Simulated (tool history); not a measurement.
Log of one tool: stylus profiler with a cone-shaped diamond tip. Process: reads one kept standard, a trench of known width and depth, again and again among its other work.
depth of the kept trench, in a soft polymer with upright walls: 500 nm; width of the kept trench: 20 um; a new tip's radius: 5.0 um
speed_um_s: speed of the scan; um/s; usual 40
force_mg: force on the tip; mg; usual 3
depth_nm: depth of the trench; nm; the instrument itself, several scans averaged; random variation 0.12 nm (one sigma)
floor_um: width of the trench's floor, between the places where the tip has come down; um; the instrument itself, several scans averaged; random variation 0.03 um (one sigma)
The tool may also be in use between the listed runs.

Run 1, day 0: usual settings. Result: depth_nm 509.86 nm, floor_um 15.52 um.
Run 2, day 4.379: usual settings. Result: depth_nm 509.53 nm, floor_um 15.51 um.
Run 3, day 9.108: usual settings but speed_um_s 68 um/s. Result: depth_nm 509.39 nm, floor_um 15.41 um.
Run 4, day 11.162: usual settings but speed_um_s 68 um/s. Result: depth_nm 509.42 nm, floor_um 15.39 um.
Run 5, day 14.342: usual settings but speed_um_s 68 um/s. Result: depth_nm 509.63 nm, floor_um 15.42 um.
Run 6, day 19.029: usual settings but speed_um_s 68 um/s. Result: depth_nm 509.43 nm, floor_um 15.39 um.
Run 7, day 21.758: usual settings. Result: depth_nm 509.41 nm, floor_um 15.48 um.
Run 8, day 25.212: usual settings. Result: depth_nm 509.33 nm, floor_um 15.45 um.
Run 9, day 27.258: usual settings. Result: depth_nm 509.43 nm, floor_um 15.44 um.
Run 10, day 30.038: usual settings. Result: depth_nm 509.58 nm, floor_um 15.48 um.
Run 11, day 34.788: usual settings. Result: depth_nm 509.48 nm, floor_um 15.45 um.
Run 12, day 36.854: usual settings. Result: depth_nm 509.6 nm, floor_um 15.49 um.
Run 13, day 41.204: usual settings. Result: depth_nm 509.56 nm, floor_um 15.48 um.
Run 14, day 44.879: usual settings. Result: depth_nm 509.46 nm, floor_um 15.49 um.
Run 15, day 47.604: usual settings. Result: depth_nm 509.36 nm, floor_um 15.43 um.
Run 16, day 50.008: usual settings. Result: depth_nm 509.19 nm, floor_um 15.53 um.
Run 17, day 53.729: usual settings. Result: depth_nm 509.45 nm, floor_um 15.52 um.
Run 18, day 57.512: usual settings but speed_um_s 10 um/s. Result: depth_nm 509.55 nm, floor_um 15.53 um.
Run 19, day 60.179: usual settings but speed_um_s 10 um/s. Result: depth_nm 509.64 nm, floor_um 15.52 um.
Run 20, day 63.162: usual settings but force_mg 1.5 mg. Result: depth_nm 506.24 nm, floor_um 15.4 um.
At day 65.05: new tip fitted, height scale calibrated.
Run 21, day 67.908: usual settings. Result: depth_nm 509.47 nm, floor_um 15.54 um.
Run 22, day 70.5: usual settings. Result: depth_nm 509.44 nm, floor_um 15.47 um.
Run 23, day 74.788: usual settings. Result: depth_nm 509.36 nm, floor_um 15.55 um.
Run 24, day 79.583: usual settings. Result: depth_nm 509.5 nm, floor_um 15.47 um.
Run 25, day 82.792: usual settings but speed_um_s 13 um/s, force_mg 1.54 mg. Result: depth_nm 505.96 nm, floor_um 15.59 um.
Run 26, day 85.067: usual settings but speed_um_s 13 um/s, force_mg 1.54 mg. Result: depth_nm 506.01 nm, floor_um 15.58 um.
Run 27, day 88.975: usual settings but speed_um_s 109 um/s, force_mg 4.13 mg. Result: depth_nm 511.95 nm, floor_um 15.28 um.
Run 28, day 93.329: usual settings but speed_um_s 10 um/s, force_mg 1.27 mg. Result: depth_nm 505.01 nm, floor_um 15.54 um.
Run 29, day 97.725: usual settings but speed_um_s 110 um/s, force_mg 6.82 mg. Result: depth_nm 516.57 nm, floor_um 15.35 um.
Run 30, day 101.792: usual settings but speed_um_s 77 um/s, force_mg 6.82 mg. Result: depth_nm 516.46 nm, floor_um 15.51 um.
Run 31, day 105.371: usual settings but speed_um_s 14 um/s, force_mg 2.08 mg. Result: depth_nm 507.34 nm, floor_um 15.54 um.
Run 32, day 110.058: usual settings but speed_um_s 14 um/s, force_mg 6.79 mg. Result: depth_nm 516.44 nm, floor_um 15.61 um.
Run 33, day 113.129: usual settings but speed_um_s 47 um/s, force_mg 4.13 mg. Result: depth_nm 511.76 nm, floor_um 15.53 um.
Run 34, day 116.771: usual settings but speed_um_s 47 um/s, force_mg 4.13 mg. Result: depth_nm 511.67 nm, floor_um 15.52 um.
Run 35, day 120.446: usual settings but speed_um_s 21 um/s, force_mg 2.22 mg. Result: depth_nm 507.56 nm, floor_um 15.55 um.
Run 36, day 123.283: usual settings but speed_um_s 21 um/s, force_mg 2.22 mg. Result: depth_nm 507.76 nm, floor_um 15.59 um.
Run 37, day 126.696: usual settings but speed_um_s 28 um/s, force_mg 5.44 mg. Result: depth_nm 514.07 nm, floor_um 15.65 um.
Run 38, day 130: usual settings but speed_um_s 58 um/s, force_mg 5.44 mg. Result: depth_nm 514.25 nm, floor_um 15.47 um.
Run 39, day 132.192: usual settings but speed_um_s 58 um/s, force_mg 5.44 mg. Result: depth_nm 514.3 nm, floor_um 15.47 um.
Run 40, day 134.425: usual settings but speed_um_s 58 um/s, force_mg 5.44 mg. Result: depth_nm 514.09 nm, floor_um 15.44 um.
Run 41, day 137.542: usual settings but speed_um_s 58 um/s, force_mg 5.44 mg. Result: depth_nm 514.3 nm, floor_um 15.49 um.
Run 42, day 140.875: usual settings but speed_um_s 58 um/s, force_mg 5.44 mg. Result: depth_nm 514.18 nm, floor_um 15.48 um.
Run 43, day 145.796: usual settings but speed_um_s 10 um/s, force_mg 2.22 mg. Result: depth_nm 507.58 nm, floor_um 15.61 um.
Run 44, day 149.338: usual settings but speed_um_s 10 um/s, force_mg 2.22 mg. Result: depth_nm 507.86 nm, floor_um 15.6 um.
Run 45, day 153.525: usual settings but speed_um_s 130 um/s. Result: depth_nm 509.55 nm, floor_um 15.21 um.
Run 46, day 156.625: usual settings but speed_um_s 11 um/s. Result: depth_nm 509.46 nm, floor_um 15.55 um.
Run 47, day 158.754: usual settings but speed_um_s 28 um/s. Result: depth_nm 509.45 nm, floor_um 15.52 um.

3 ways to go on from here, each from the tool as it stands after run 47. What would each give?
Run A, day 160.971: usual settings but speed_um_s 93 um/s, force_mg 5.16 mg. Result: depth_nm ?, floor_um ?.
Run B, day 160.971: usual settings but speed_um_s 97 um/s. Result: depth_nm ?, floor_um ?.
Run C, day 160.971: usual settings but speed_um_s 11 um/s, force_mg 1.46 mg. Result: depth_nm ?, floor_um ?.

run  depth_nm  floor_um
  A    513.68     15.42
  B    509.48     15.31
  C    505.74     15.56
Without the tool's hidden state the same runs would have given:
run  depth_nm  floor_um
  A    513.67     15.45
  B    509.47     15.34
  C    505.73     15.59

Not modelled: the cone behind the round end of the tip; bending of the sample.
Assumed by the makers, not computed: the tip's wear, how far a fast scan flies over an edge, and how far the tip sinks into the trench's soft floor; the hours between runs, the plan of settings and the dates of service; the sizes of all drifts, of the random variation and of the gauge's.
